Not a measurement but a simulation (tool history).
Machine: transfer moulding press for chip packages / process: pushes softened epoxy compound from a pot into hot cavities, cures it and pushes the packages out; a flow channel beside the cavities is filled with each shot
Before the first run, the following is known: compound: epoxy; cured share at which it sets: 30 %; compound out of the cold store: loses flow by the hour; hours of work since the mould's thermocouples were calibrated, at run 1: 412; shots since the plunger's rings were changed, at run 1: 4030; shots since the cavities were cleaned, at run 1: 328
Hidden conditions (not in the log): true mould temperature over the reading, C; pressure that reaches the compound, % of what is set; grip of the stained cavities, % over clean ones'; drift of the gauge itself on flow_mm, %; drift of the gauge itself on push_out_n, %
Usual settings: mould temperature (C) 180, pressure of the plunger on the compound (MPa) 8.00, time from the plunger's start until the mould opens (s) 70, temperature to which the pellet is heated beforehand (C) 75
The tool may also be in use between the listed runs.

| run | day | mould temperature (C) | pressure of the plunger on the compound (MPa) | time from the plunger's start until the mould opens (s) | temperature to which the pellet is heated beforehand (C) | hours of work since the mould's thermocouples were calibrated | shots since the plunger's rings were changed | shots since the cavities were cleaned | incoming compound's hours out of the cold store | length that the compound runs in the flow channel (mm) | greatest force on the pins that push the packages out (N) |
|---|---|---|---|---|---|---|---|---|---|---|---|
| 1 | 0.000 | 180 | 8.00 | 70 | 75 | 412 | 4030 | 328 | 42.7 | 851 | 400 |
|  | 0.683 | cavities cleaned with cleaning compound and waxed |
|  | 2.225 | plunger's sealing rings changed |
|  | 2.288 | cavities cleaned with cleaning compound and waxed |
| 2 | 2.433 | 180 | 8.00 | 70 | 75 | 446 | 52 | 52 | 21.3 | 976 | 334 |
|  | 3.800 | cavities cleaned with cleaning compound and waxed |
|  | 5.292 | cavities cleaned with cleaning compound and waxed |
| 3 | 5.392 | 180 | 8.00 | 70 | 75 | 491 | 1065 | 36 | 37.4 | 922 | 319 |
|  | 6.892 | cavities cleaned with cleaning compound and waxed |
|  | 8.479 | cavities cleaned with cleaning compound and waxed |
| 4 | 8.479 | 180 | 9.39 | 70 | 75 | 537 | 2122 | 0 | 8.5 | 1038 | 331 |
|  | 10.000 | cavities cleaned with cleaning compound and waxed |
|  | 11.588 | cavities cleaned with cleaning compound and waxed |
| 5 | 11.679 | 180 | 9.39 | 70 | 75 | 586 | 3221 | 33 | 27.5 | 971 | 349 |
|  | 13.012 | mould's thermocouples calibrated |
|  | 13.317 | cavities cleaned with cleaning compound and waxed |
|  | 14.988 | cavities cleaned with cleaning compound and waxed |
| 6 | 15.479 | 180 | 7.07 | 70 | 75 | 37 | 4504 | 175 | 8.2 | 851 | 375 |
|  | 16.288 | plunger's sealing rings changed |
|  | 16.662 | cavities cleaned with cleaning compound and waxed |
|  | 18.429 | cavities cleaned with cleaning compound and waxed |
| 7 | 18.638 | 180 | 7.07 | 70 | 75 | 83 | 795 | 75 | 47.4 | 844 | 304 |
|  | 20.075 | cavities cleaned with cleaning compound and waxed |
| 8 | 20.312 | 180 | 7.07 | 70 | 75 | 108 | 1371 | 85 | 47.2 | 842 | 315 |
|  | 21.542 | cavities cleaned with cleaning compound and waxed |
|  | 23.046 | cavities cleaned with cleaning compound and waxed |
| 9 | 23.100 | 180 | 8.74 | 70 | 75 | 150 | 2321 | 19 | 12.2 | 992 | 321 |
|  | 24.583 | cavities cleaned with cleaning compound and waxed |
| 10 | 25.962 | 179 | 8.74 | 70 | 75 | 194 | 3321 | 491 | 23.5 | 950 | 495 |
|  | 26.196 | cavities cleaned with cleaning compound and waxed |
|  | 27.825 | cavities cleaned with cleaning compound and waxed |
|  | 29.350 | cavities cleaned with cleaning compound and waxed |
| 11 | 29.412 | 179 | 8.74 | 70 | 75 | 245 | 4488 | 23 | 16.1 | 940 | 334 |
|  | 30.246 | plunger's sealing rings changed |
|  | 30.900 | cavities cleaned with cleaning compound and waxed |
| 12 | 31.621 | 180 | 8.00 | 70 | 75 | 277 | 470 | 258 | 44.6 | 917 | 392 |
|  | 32.654 | cavities cleaned with cleaning compound and waxed |
|  | 34.233 | cavities cleaned with cleaning compound and waxed |
| 13 | 35.196 | 180 | 8.00 | 70 | 75 | 332 | 1703 | 344 | 29.8 | 916 | 411 |
|  | 35.704 | cavities cleaned with cleaning compound and waxed |
|  | 37.158 | cavities cleaned with cleaning compound and waxed |
| 14 | 38.404 | 180 | 8.00 | 70 | 75 | 380 | 2804 | 445 | 36.6 | 897 | 425 |
|  | 38.625 | cavities cleaned with cleaning compound and waxed |
|  | 40.129 | cavities cleaned with cleaning compound and waxed |
|  | 41.692 | cavities cleaned with cleaning compound and waxed |
| 15 | 42.012 | 180 | 7.36 | 94 | 72 | 434 | 4027 | 115 | 40.7 | 843 | 207 |
|  | 43.221 | cavities cleaned with cleaning compound and waxed |
|  | 44.196 | plunger's sealing rings changed |
| 16 | 44.350 | 180 | 8.00 | 98 | 66 | 468 | 56 | 367 | 42.6 | 925 | 246 |
|  | 44.950 | cavities cleaned with cleaning compound and waxed |
|  | 46.408 | cavities cleaned with cleaning compound and waxed |
| 17 | 46.988 | 180 | 8.00 | 98 | 66 | 508 | 954 | 208 | 18.4 | 961 | 220 |
|  | 47.892 | cavities cleaned with cleaning compound and waxed |
| 18 | 48.896 | 180 | 8.00 | 98 | 66 | 537 | 1613 | 360 | 25.9 | 924 | 265 |
|  | 49.458 | cavities cleaned with cleaning compound and waxed |
|  | 50.954 | cavities cleaned with cleaning compound and waxed |
| 19 | 51.062 | 180 | 6.58 | 68 | 75 | 569 | 2342 | 39 | 30.0 | 829 | 350 |
|  | 52.675 | cavities cleaned with cleaning compound and waxed |
| 20 | 53.008 | 188 | 8.00 | 70 | 70 | 598 | 3015 | 119 | 20.9 | 875 | 241 |
|  | 53.700 | mould's thermocouples calibrated |
|  | 54.283 | cavities cleaned with cleaning compound and waxed |
| 21 | 55.408 | 177 | 8.00 | 70 | 75 | 26 | 3820 | 401 | 9.0 | 932 | 559 |
|  | 55.762 | cavities cleaned with cleaning compound and waxed |
|  | 57.275 | cavities cleaned with cleaning compound and waxed |
|  | 58.304 | plunger's sealing rings changed |
| 22 | 58.325 | 186 | 8.52 | 93 | 67 | 68 | 9 | 339 | 15.6 | 985 | 235 |
|  | 59.029 | cavities cleaned with cleaning compound and waxed |
|  | 60.475 | cavities cleaned with cleaning compound and waxed |
| 23 | 61.500 | 186 | 6.11 | 50 | 85 | 116 | 1098 | 366 | 35.8 | 778 | 669 |

Branching from run 23: 5 alternative next runs. What would each branch give?
|  | 62.000 | cavities cleaned with cleaning compound and waxed |
|  | 63.625 | cavities cleaned with cleaning compound and waxed |
| A | 63.633 | 180 | 8.00 | 72 | 79 | 148 | 1815 | 3 | 16.9 | ? | ? |
|  | 62.000 | cavities cleaned with cleaning compound and waxed |
|  | 63.625 | cavities cleaned with cleaning compound and waxed |
| B | 63.633 | 180 | 8.00 | 70 | 71 | 148 | 1815 | 3 | 35.5 | ? | ? |
|  | 62.000 | cavities cleaned with cleaning compound and waxed |
|  | 63.625 | cavities cleaned with cleaning compound and waxed |
| C | 63.633 | 187 | 6.11 | 50 | 85 | 148 | 1815 | 3 | 32.6 | ? | ? |
|  | 62.000 | cavities cleaned with cleaning compound and waxed |
|  | 63.625 | cavities cleaned with cleaning compound and waxed |
| D | 63.633 | 176 | 8.00 | 83 | 75 | 148 | 1815 | 3 | 11.8 | ? | ? |
|  | 62.000 | cavities cleaned with cleaning compound and waxed |
|  | 63.625 | cavities cleaned with cleaning compound and waxed |
| E | 63.633 | 173 | 6.11 | 55 | 85 | 148 | 1815 | 3 | 26.3 | ? | ? |

| run | length that the compound runs in the flow channel (mm) | greatest force on the pins that push the packages out (N) |
|---|---|---|
| A | 948 | 287 |
| B | 889 | 300 |
| C | 766 | 479 |
| D | 974 | 272 |
| E | 837 | 814 |
Without the tool's unlogged condition, the same runs would have read:
| run | length that the compound runs in the flow channel (mm) | greatest force on the pins that push the packages out (N) |
|---|---|---|
| A | 977 | 273 |
| B | 917 | 286 |
| C | 790 | 457 |
| D | 1004 | 259 |
| E | 863 | 792 |
